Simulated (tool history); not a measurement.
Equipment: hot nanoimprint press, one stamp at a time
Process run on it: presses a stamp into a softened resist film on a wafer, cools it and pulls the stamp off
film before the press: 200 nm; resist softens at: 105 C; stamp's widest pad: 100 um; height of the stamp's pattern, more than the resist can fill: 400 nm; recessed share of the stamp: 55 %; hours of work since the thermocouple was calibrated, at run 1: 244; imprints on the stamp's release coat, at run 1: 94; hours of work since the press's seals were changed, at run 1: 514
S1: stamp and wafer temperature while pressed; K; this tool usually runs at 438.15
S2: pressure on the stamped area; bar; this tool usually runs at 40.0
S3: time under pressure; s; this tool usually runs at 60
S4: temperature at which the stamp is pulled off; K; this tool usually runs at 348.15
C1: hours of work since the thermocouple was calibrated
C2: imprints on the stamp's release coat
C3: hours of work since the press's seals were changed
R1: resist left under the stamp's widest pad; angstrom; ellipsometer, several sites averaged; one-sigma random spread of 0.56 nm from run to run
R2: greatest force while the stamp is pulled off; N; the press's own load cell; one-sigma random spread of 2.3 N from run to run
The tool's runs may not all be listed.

| run | hour | S1 | S2 | S3 | S4 | C1 | C2 | C3 | R1 | R2 |
|---|---|---|---|---|---|---|---|---|---|---|
| 1 | 0.0 | 438.15 | 40.0 | 60 | 348.15 | 244 | 94 | 514 | 1096 | 102 |
| 2 | 23.2 | 438.15 | 30.7 | 60 | 348.15 | 262 | 168 | 531 | 1195 | 99 |
| 3 | 47.4 | 438.15 | 30.7 | 60 | 348.15 | 280 | 246 | 550 | 1209 | 102 |
| 4 | 71.6 | 438.15 | 30.7 | 60 | 348.15 | 299 | 323 | 569 | 1205 | 101 |
| 5 | 82.6 | 438.15 | 40.0 | 60 | 348.15 | 308 | 358 | 577 | 1095 | 103 |
| 6 | 103.8 | 428.15 | 40.0 | 60 | 348.15 | 324 | 426 | 593 | 1514 | 98 |
| 7 | 119.4 | 428.15 | 40.0 | 60 | 348.15 | 336 | 476 | 605 | 1497 | 100 |
| 8 | 129.8 | 428.15 | 40.0 | 60 | 348.15 | 344 | 510 | 613 | 1499 | 98 |
| 9 | 151.4 | 438.15 | 40.0 | 106 | 348.15 | 360 | 579 | 630 | 889 | 96 |
| 10 | 168.8 | 438.15 | 40.0 | 106 | 348.15 | 374 | 634 | 643 | 887 | 101 |
| 11 | 179.0 | 438.15 | 43.9 | 115 | 348.15 | 382 | 667 | 651 | 818 | 102 |
| 12 | 195.5 | 438.15 | 45.9 | 99 | 348.15 | 394 | 720 | 664 | 865 | 99 |
| 13 | 206.4 | 438.15 | 45.9 | 99 | 348.15 | 403 | 755 | 672 | 856 | 102 |

Expected results for the next run?
| 14 | 221.1 | 438.15 | 45.9 | 64 | 340.15 | 414 | 802 | 683 | ? | ? |

Run 14 measured R1 1021 angstrom, R2 107 N.
On a tool with no hidden condition, and with the same random variation, this run would have come out at R1 1023 angstrom, R2 107 N.
